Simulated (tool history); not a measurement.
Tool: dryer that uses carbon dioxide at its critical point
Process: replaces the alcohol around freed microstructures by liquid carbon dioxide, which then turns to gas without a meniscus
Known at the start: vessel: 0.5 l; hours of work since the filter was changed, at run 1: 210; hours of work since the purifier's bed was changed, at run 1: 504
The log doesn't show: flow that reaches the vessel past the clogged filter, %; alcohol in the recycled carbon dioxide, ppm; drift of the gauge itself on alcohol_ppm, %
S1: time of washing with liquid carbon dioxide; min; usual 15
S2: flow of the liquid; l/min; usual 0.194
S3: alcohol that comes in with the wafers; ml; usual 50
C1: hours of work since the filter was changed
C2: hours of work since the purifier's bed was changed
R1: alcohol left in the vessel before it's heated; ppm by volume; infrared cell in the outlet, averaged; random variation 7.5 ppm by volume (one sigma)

Run 1, hour 0: usual settings; C1 210; C2 504. Result: R1 660 ppm by volume.
Run 2, hour 55: usual settings; C1 251; C2 545. Result: R1 689 ppm by volume.
Run 3, hour 93.2: usual settings; C1 280; C2 574. Result: R1 714 ppm by volume.
Run 4, hour 147.1: usual settings; C1 320; C2 614. Result: R1 764 ppm by volume.
Run 5, hour 201.6: usual settings; C1 361; C2 655. Result: R1 851 ppm by volume.
Run 6, hour 233.4: usual settings but S3 80 ml; C1 385; C2 679. Result: R1 1294 ppm by volume.
At hour 266.1: inlet filter changed.
Run 7, hour 290.9: usual settings but S2 0.179 l/min; C1 19; C2 721. Result: R1 742 ppm by volume.
Run 8, hour 346.5: usual settings but S1 24 min, S2 0.179 l/min; C1 60; C2 763. Result: R1 190 ppm by volume.
Run 9, hour 395.1: usual settings but S1 24 min, S2 0.179 l/min; C1 97; C2 799. Result: R1 199 ppm by volume.
Run 10, hour 430.5: usual settings but S1 24 min, S2 0.179 l/min; C1 123; C2 826. Result: R1 216 ppm by volume.
Run 11, hour 467.3: usual settings but S1 24 min, S2 0.179 l/min; C1 151; C2 853. Result: R1 218 ppm by volume.
Run 12, hour 508.7: usual settings but S1 24 min, S2 0.179 l/min; C1 182; C2 885. Result: R1 225 ppm by volume.
Run 13, hour 551.1: usual settings but S1 10 min, S2 0.269 l/min, S3 49 ml; C1 214; C2 916. Result: R1 975 ppm by volume.
Run 14, hour 596.1: usual settings but S1 14 min, S3 79 ml; C1 248; C2 950. Result: R1 1499 ppm by volume.
Run 15, hour 639.3: usual settings but S1 14 min, S3 79 ml; C1 280; C2 982. Result: R1 1541 ppm by volume.
Run 16, hour 684.3: usual settings but S1 19 min, S2 0.289 l/min, S3 92 ml; C1 314; C2 1016. Result: R1 231 ppm by volume.
Run 17, hour 739.2: usual settings but S1 19 min, S2 0.289 l/min, S3 92 ml; C1 355; C2 1057. Result: R1 233 ppm by volume.
Run 18, hour 787.8: usual settings but S1 19 min, S2 0.289 l/min, S3 92 ml; C1 391; C2 1094. Result: R1 251 ppm by volume.
At hour 813: inlet filter changed.
Run 19, hour 830.1: usual settings but S2 0.205 l/min, S3 112 ml; C1 13; C2 1125. Result: R1 860 ppm by volume.
At hour 869: purifier's bed changed.
Run 20, hour 886.7: usual settings but S1 17 min; C1 53; C2 13. Result: R1 203 ppm by volume.
Run 21, hour 936.9: usual settings but S1 10 min, S2 0.283 l/min, S3 44 ml; C1 91; C2 51. Result: R1 462 ppm by volume.
Run 22, hour 969: usual settings but S1 14 min; C1 115; C2 75. Result: R1 683 ppm by volume.
Run 23, hour 1020.4: usual settings but S2 0.284 l/min; C1 153; C2 114. Result: R1 68 ppm by volume.
Run 24, hour 1054.3: usual settings but S2 0.284 l/min; C1 179; C2 139. Result: R1 75 ppm by volume.

Measured less the same run without the tool's hidden state. The same run-to-run variation is in both; the gauge's scatter may not be:
run    R1
  1  +276
  2  +320
  3  +344
  4  +397
  5  +462
  6  +696
  7  +173
  8  +162
  9  +174
 10  +183
 11  +192
 12  +200
 13  +416
 14  +631
 15  +693
 16  +223
 17  +230
 18  +244
 19  +263
 20   +29
 21   +84
 22  +142
 23   +37
 24   +46

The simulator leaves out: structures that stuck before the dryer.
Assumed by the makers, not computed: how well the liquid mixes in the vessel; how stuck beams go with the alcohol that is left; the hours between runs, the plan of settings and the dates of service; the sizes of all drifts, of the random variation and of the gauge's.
